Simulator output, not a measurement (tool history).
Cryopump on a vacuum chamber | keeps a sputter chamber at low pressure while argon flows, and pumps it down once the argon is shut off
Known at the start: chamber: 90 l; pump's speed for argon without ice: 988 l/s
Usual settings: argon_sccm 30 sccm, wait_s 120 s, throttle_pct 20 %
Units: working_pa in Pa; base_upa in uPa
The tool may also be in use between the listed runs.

run 1 hour=0 | argon_sccm=30 wait_s=120 throttle_pct=20 | working_pa=0.2677 base_upa=2.24
run 2 hour=71.2 | argon_sccm=30 wait_s=120 throttle_pct=24 | working_pa=0.2246 base_upa=2.24
-- hour=80.9 pump warmed up, emptied and cooled again
run 3 hour=112.3 | argon_sccm=30 wait_s=120 throttle_pct=24 | working_pa=0.2152 base_upa=1.97
run 4 hour=161.9 | argon_sccm=30 wait_s=120 throttle_pct=24 | working_pa=0.2168 base_upa=1.99
run 5 hour=246.5 | argon_sccm=30 wait_s=120 throttle_pct=42 | working_pa=0.1257 base_upa=2.1
run 6 hour=307 | argon_sccm=30 wait_s=183 throttle_pct=42 | working_pa=0.1266 base_upa=2.08
run 7 hour=356.2 | argon_sccm=30 wait_s=183 throttle_pct=42 | working_pa=0.1263 base_upa=2
run 8 hour=408.5 | argon_sccm=30 wait_s=120 throttle_pct=20 | working_pa=0.2612 base_upa=2.28
run 9 hour=446.5 | argon_sccm=30 wait_s=120 throttle_pct=20 | working_pa=0.2629 base_upa=2.33
run 10 hour=492 | argon_sccm=30 wait_s=120 throttle_pct=20 | working_pa=0.2612 base_upa=2.24
run 11 hour=543.9 | argon_sccm=30 wait_s=120 throttle_pct=20 | working_pa=0.2613 base_upa=2.33
run 12 hour=611 | argon_sccm=30 wait_s=37 throttle_pct=20 | working_pa=0.2655 base_upa=2.95
run 13 hour=668 | argon_sccm=30 wait_s=37 throttle_pct=20 | working_pa=0.266 base_upa=3.13
run 14 hour=731.5 | argon_sccm=30 wait_s=37 throttle_pct=42 | working_pa=0.1318 base_upa=3.07
run 15 hour=810.5 | argon_sccm=30 wait_s=25 throttle_pct=42 | working_pa=0.1321 base_upa=3.68
run 16 hour=885.5 | argon_sccm=30 wait_s=120 throttle_pct=52 | working_pa=0.1099 base_upa=2.69
run 17 hour=966.8 | argon_sccm=30 wait_s=120 throttle_pct=24 | working_pa=0.2269 base_upa=2.8
-- hour=978.9 pump warmed up, emptied and cooled again
run 18 hour=1014.5 | argon_sccm=16 wait_s=244 throttle_pct=20 | working_pa=0.1376 base_upa=2.21
run 19 hour=1078.3 | argon_sccm=16 wait_s=244 throttle_pct=20 | working_pa=0.1385 base_upa=2.32
run 20 hour=1140.1 | argon_sccm=16 wait_s=244 throttle_pct=20 | working_pa=0.1406 base_upa=2.34
run 21 hour=1201.8 | argon_sccm=30 wait_s=29 throttle_pct=39 | working_pa=0.1359 base_upa=3.5
run 22 hour=1247.8 | argon_sccm=30 wait_s=29 throttle_pct=39 | working_pa=0.1352 base_upa=3.45
run 23 hour=1304.5 | argon_sccm=30 wait_s=29 throttle_pct=39 | working_pa=0.1381 base_upa=3.52
run 24 hour=1374.3 | argon_sccm=22 wait_s=31 throttle_pct=59 | working_pa=0.0686 base_upa=3.58
run 25 hour=1433.2 | argon_sccm=22 wait_s=31 throttle_pct=59 | working_pa=0.0689 base_upa=3.6
-- hour=1466.3 leaking fittings of the chamber tightened, without venting
run 26 hour=1501.8 | argon_sccm=33 wait_s=20 throttle_pct=59 | working_pa=0.1044 base_upa=2.05
run 27 hour=1565.4 | argon_sccm=33 wait_s=20 throttle_pct=59 | working_pa=0.1064 base_upa=2.18
run 28 hour=1627.8 | argon_sccm=33 wait_s=57 throttle_pct=59 | working_pa=0.1069 base_upa=1.04
run 29 hour=1686.9 | argon_sccm=27 wait_s=37 throttle_pct=59 | working_pa=0.0895 base_upa=1.42
run 30 hour=1734.1 | argon_sccm=27 wait_s=37 throttle_pct=59 | working_pa=0.0885 base_upa=1.45
run 31 hour=1778.3 | argon_sccm=27 wait_s=37 throttle_pct=59 | working_pa=0.0892 base_upa=1.49
run 32 hour=1817.1 | argon_sccm=27 wait_s=59 throttle_pct=40 | working_pa=0.127 base_upa=1.15
-- hour=1875.6 pump warmed up, emptied and cooled again
run 33 hour=1906.3 | argon_sccm=27 wait_s=59 throttle_pct=40 | working_pa=0.1171 base_upa=1.09

3 ways to go on from here, each from the tool as it stands after run 33. What would each give?
run A hour=1952 | argon_sccm=30 wait_s=29 throttle_pct=20 | working_pa=? base_upa=?
run B hour=1952 | argon_sccm=42 wait_s=39 throttle_pct=49 | working_pa=? base_upa=?
run C hour=1952 | argon_sccm=60 wait_s=59 throttle_pct=40 | working_pa=? base_upa=?

run=A working_pa=0.2593 base_upa=1.78
run=B working_pa=0.1503 base_upa=1.41
run=C working_pa=0.2623 base_upa=1.07
Without the tool's hidden state the same runs would have given:
run=A working_pa=0.2561 base_upa=1.54
run=B working_pa=0.1458 base_upa=1.17
run=C working_pa=0.2559 base_upa=0.84
